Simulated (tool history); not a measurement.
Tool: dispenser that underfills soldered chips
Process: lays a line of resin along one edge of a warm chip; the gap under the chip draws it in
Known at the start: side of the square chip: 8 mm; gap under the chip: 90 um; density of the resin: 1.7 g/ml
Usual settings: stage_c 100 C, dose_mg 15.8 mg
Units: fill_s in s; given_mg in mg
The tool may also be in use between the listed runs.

run 1 hour=0 | stage_c=100 dose_mg=15.8 | fill_s=24.2 given_mg=15.21
run 2 hour=11 | stage_c=100 dose_mg=17.7 | fill_s=24.4 given_mg=17.74
run 3 hour=21.3 | stage_c=100 dose_mg=17.7 | fill_s=24.7 given_mg=17.63
run 4 hour=34.9 | stage_c=91 dose_mg=17.7 | fill_s=24 given_mg=17.57
run 5 hour=43.7 | stage_c=91 dose_mg=17.7 | fill_s=23.7 given_mg=17.48
run 6 hour=55.6 | stage_c=100 dose_mg=18.4 | fill_s=19.2 given_mg=18.13
run 7 hour=64.9 | stage_c=100 dose_mg=18.4 | fill_s=19.1 given_mg=17.99
run 8 hour=74.7 | stage_c=100 dose_mg=16.9 | fill_s=19.7 given_mg=16.51
run 9 hour=83.1 | stage_c=100 dose_mg=15.8 | fill_s=27.8 given_mg=15.35
run 10 hour=92.7 | stage_c=100 dose_mg=15.8 | fill_s=26.7 given_mg=15.31
run 11 hour=105 | stage_c=100 dose_mg=15.8 | fill_s=26.5 given_mg=15.76
run 12 hour=110.9 | stage_c=100 dose_mg=15.8 | fill_s=22.5 given_mg=15.74
run 13 hour=121.8 | stage_c=100 dose_mg=15.8 | fill_s=22.9 given_mg=15.7
run 14 hour=129.8 | stage_c=109 dose_mg=20.2 | fill_s=16.7 given_mg=20.04
run 15 hour=141 | stage_c=100 dose_mg=15.2 | fill_s=21.8 given_mg=14.96
run 16 hour=152.8 | stage_c=112 dose_mg=14.2 | fill_s=17.5 given_mg=13.99
run 17 hour=158.8 | stage_c=92 dose_mg=15 | fill_s=24.1 given_mg=14.67
run 18 hour=164.7 | stage_c=87 dose_mg=15 | fill_s=35.7 given_mg=14.61
run 19 hour=175.4 | stage_c=87 dose_mg=15 | fill_s=36.9 given_mg=14.55
run 20 hour=185.5 | stage_c=87 dose_mg=15 | fill_s=37.6 given_mg=14.55
run 21 hour=198.3 | stage_c=87 dose_mg=15 | fill_s=26.5 given_mg=14.9
run 22 hour=207 | stage_c=92 dose_mg=14.7 | fill_s=33.2 given_mg=14.61
run 23 hour=219.2 | stage_c=109 dose_mg=17.5 | fill_s=14.5 given_mg=17.32
run 24 hour=229.7 | stage_c=106 dose_mg=16.3 | fill_s=16.1 given_mg=16.04
run 25 hour=240.8 | stage_c=102 dose_mg=17 | fill_s=19.3 given_mg=16.69

Not shown: 27 entries that the log had between the listed runs. Between which runs, and how does the tool's hidden state differ before and after?
Between runs 1 and 2: new syringe of resin (hour 3.3); dispensing valve cleaned and set on the balance (hour 4.3)
  resin's viscosity, % of fresh resin's: 130.8 -> 132.1; dose that the valve gives, % of what is set: 96.3 -> 100.05; true chip temperature over the reading, C: 0.57 -> 0.59
  measured less the result without the state, fill_s: +5.5 -> +5.6 s; given_mg: -0.58 -> +0.01 mg
Between runs 2 and 3: new syringe of resin (hour 14.1)
  resin's viscosity, % of fresh resin's: 132.1 -> 136.4; dose that the valve gives, % of what is set: 100.05 -> 99.66; true chip temperature over the reading, C: 0.59 -> 0.62
  measured less the result without the state, fill_s: +5.6 -> +6.3 s; given_mg: +0.01 -> -0.06 mg
Between runs 3 and 4: new syringe of resin (hour 24.2); new syringe of resin (hour 33.9)
  resin's viscosity, % of fresh resin's: 136.4 -> 102.3; dose that the valve gives, % of what is set: 99.66 -> 99.17; true chip temperature over the reading, C: 0.62 -> 0.66
  measured less the result without the state, fill_s: +6.3 -> +0.1 s; given_mg: -0.06 -> -0.14 mg
Between runs 4 and 5: new syringe of resin (hour 43.7)
  resin's viscosity, % of fresh resin's: 102.3 -> 102.6; dose that the valve gives, % of what is set: 99.17 -> 98.82; true chip temperature over the reading, C: 0.66 -> 0.68
  measured less the result without the state, fill_s: +0.1 -> +0.2 s; given_mg: -0.14 -> -0.21 mg
Between runs 5 and 6: new syringe of resin (hour 54)
  resin's viscosity, % of fresh resin's: 102.6 -> 106.3; dose that the valve gives, % of what is set: 98.82 -> 98.43; true chip temperature over the reading, C: 0.68 -> 0.71
  measured less the result without the state, fill_s: +0.2 -> +0.9 s; given_mg: -0.21 -> -0.29 mg
Between runs 6 and 7: new syringe of resin (hour 64.1)
  resin's viscosity, % of fresh resin's: 106.3 -> 105.4; dose that the valve gives, % of what is set: 98.43 -> 98.04; true chip temperature over the reading, C: 0.71 -> 0.73
  measured less the result without the state, fill_s: +0.9 -> +0.6 s; given_mg: -0.29 -> -0.36 mg
Between runs 7 and 8: new syringe of resin (hour 74)
  resin's viscosity, % of fresh resin's: 105.4 -> 105.2; dose that the valve gives, % of what is set: 98.04 -> 97.68; true chip temperature over the reading, C: 0.73 -> 0.76
  measured less the result without the state, fill_s: +0.6 -> +0.7 s; given_mg: -0.36 -> -0.39 mg
Between runs 9 and 10: new syringe of resin (hour 84.4)
  resin's viscosity, % of fresh resin's: 148.6 -> 141.7; dose that the valve gives, % of what is set: 97.35 -> 96.98; true chip temperature over the reading, C: 0.78 -> 0.8
  measured less the result without the state, fill_s: +8.6 -> +7.4 s; given_mg: -0.42 -> -0.48 mg
Between runs 10 and 11: new syringe of resin (hour 94.9); dispensing valve cleaned and set on the balance (hour 99)
  resin's viscosity, % of fresh resin's: 141.7 -> 146.9; dose that the valve gives, % of what is set: 96.98 -> 99.94; true chip temperature over the reading, C: 0.8 -> 0.83
  measured less the result without the state, fill_s: +7.4 -> +8.2 s; given_mg: -0.48 -> -0.01 mg
Between runs 11 and 12: new syringe of resin (hour 106.3)
  resin's viscosity, % of fresh resin's: 146.9 -> 121.2; dose that the valve gives, % of what is set: 99.94 -> 99.73; true chip temperature over the reading, C: 0.83 -> 0.85
  measured less the result without the state, fill_s: +8.2 -> +3.5 s; given_mg: -0.01 -> -0.04 mg
Between runs 12 and 13: new syringe of resin (hour 117)
  resin's viscosity, % of fresh resin's: 121.2 -> 120.8; dose that the valve gives, % of what is set: 99.73 -> 99.31; true chip temperature over the reading, C: 0.85 -> 0.88
  measured less the result without the state, fill_s: +3.5 -> +3.5 s; given_mg: -0.04 -> -0.11 mg
Between runs 13 and 14: new syringe of resin (hour 126.9)
  resin's viscosity, % of fresh resin's: 120.8 -> 112.6; dose that the valve gives, % of what is set: 99.31 -> 99.04; true chip temperature over the reading, C: 0.88 -> 0.9
  measured less the result without the state, fill_s: +3.5 -> +1.5 s; given_mg: -0.11 -> -0.19 mg
Between runs 14 and 15: new syringe of resin (hour 136.7)
  resin's viscosity, % of fresh resin's: 112.6 -> 118.2; dose that the valve gives, % of what is set: 99.04 -> 98.61; true chip temperature over the reading, C: 0.9 -> 0.93
  measured less the result without the state, fill_s: +1.5 -> +2.9 s; given_mg: -0.19 -> -0.21 mg
Between runs 15 and 16: new syringe of resin (hour 146.7)
  resin's viscosity, % of fresh resin's: 118.2 -> 127.1; dose that the valve gives, % of what is set: 98.61 -> 98.18; true chip temperature over the reading, C: 0.93 -> 0.96
  measured less the result without the state, fill_s: +2.9 -> +3.4 s; given_mg: -0.21 -> -0.26 mg
Between runs 16 and 17: new syringe of resin (hour 157.2)
  resin's viscosity, % of fresh resin's: 127.1 -> 106.1; dose that the valve gives, % of what is set: 98.18 -> 97.95; true chip temperature over the reading, C: 0.96 -> 0.98
  measured less the result without the state, fill_s: +3.4 -> +0.9 s; given_mg: -0.26 -> -0.3 mg
Between runs 18 and 19: new syringe of resin (hour 167.2)
  resin's viscosity, % of fresh resin's: 135.7 -> 139; dose that the valve gives, % of what is set: 97.71 -> 97.33; true chip temperature over the reading, C: 0.99 -> 1.02
  measured less the result without the state, fill_s: +8.8 -> +9.6 s; given_mg: -0.34 -> -0.4 mg
Between runs 19 and 20: new syringe of resin (hour 176.9)
  resin's viscosity, % of fresh resin's: 139 -> 140.6; dose that the valve gives, % of what is set: 97.33 -> 96.95; true chip temperature over the reading, C: 1.02 -> 1.05
  measured less the result without the state, fill_s: +9.6 -> +10.2 s; given_mg: -0.4 -> -0.46 mg
Between runs 20 and 21: new syringe of resin (hour 187.6); dispensing valve cleaned and set on the balance (hour 193); new syringe of resin (hour 198.3)
  resin's viscosity, % of fresh resin's: 140.6 -> 99.7; dose that the valve gives, % of what is set: 96.95 -> 99.61; true chip temperature over the reading, C: 1.05 -> 1.08
  measured less the result without the state, fill_s: +10.2 -> -0.8 s; given_mg: -0.46 -> -0.06 mg
Between runs 22 and 23: new syringe of resin (hour 208.4); new syringe of resin (hour 218.7)
  resin's viscosity, % of fresh resin's: 142.5 -> 101.2; dose that the valve gives, % of what is set: 99.31 -> 98.86; true chip temperature over the reading, C: 1.1 -> 1.13
  measured less the result without the state, fill_s: +9.2 -> -0.2 s; given_mg: -0.1 -> -0.2 mg
Between runs 23 and 24: new syringe of resin (hour 228.4)
  resin's viscosity, % of fresh resin's: 101.2 -> 104.6; dose that the valve gives, % of what is set: 98.86 -> 98.46; true chip temperature over the reading, C: 1.13 -> 1.16
  measured less the result without the state, fill_s: -0.2 -> +0.3 s; given_mg: -0.2 -> -0.25 mg
Between runs 24 and 25: new syringe of resin (hour 238.3)
  resin's viscosity, % of fresh resin's: 104.6 -> 111.8; dose that the valve gives, % of what is set: 98.46 -> 98.04; true chip temperature over the reading, C: 1.16 -> 1.19
  measured less the result without the state, fill_s: +0.3 -> +1.5 s; given_mg: -0.25 -> -0.34 mg
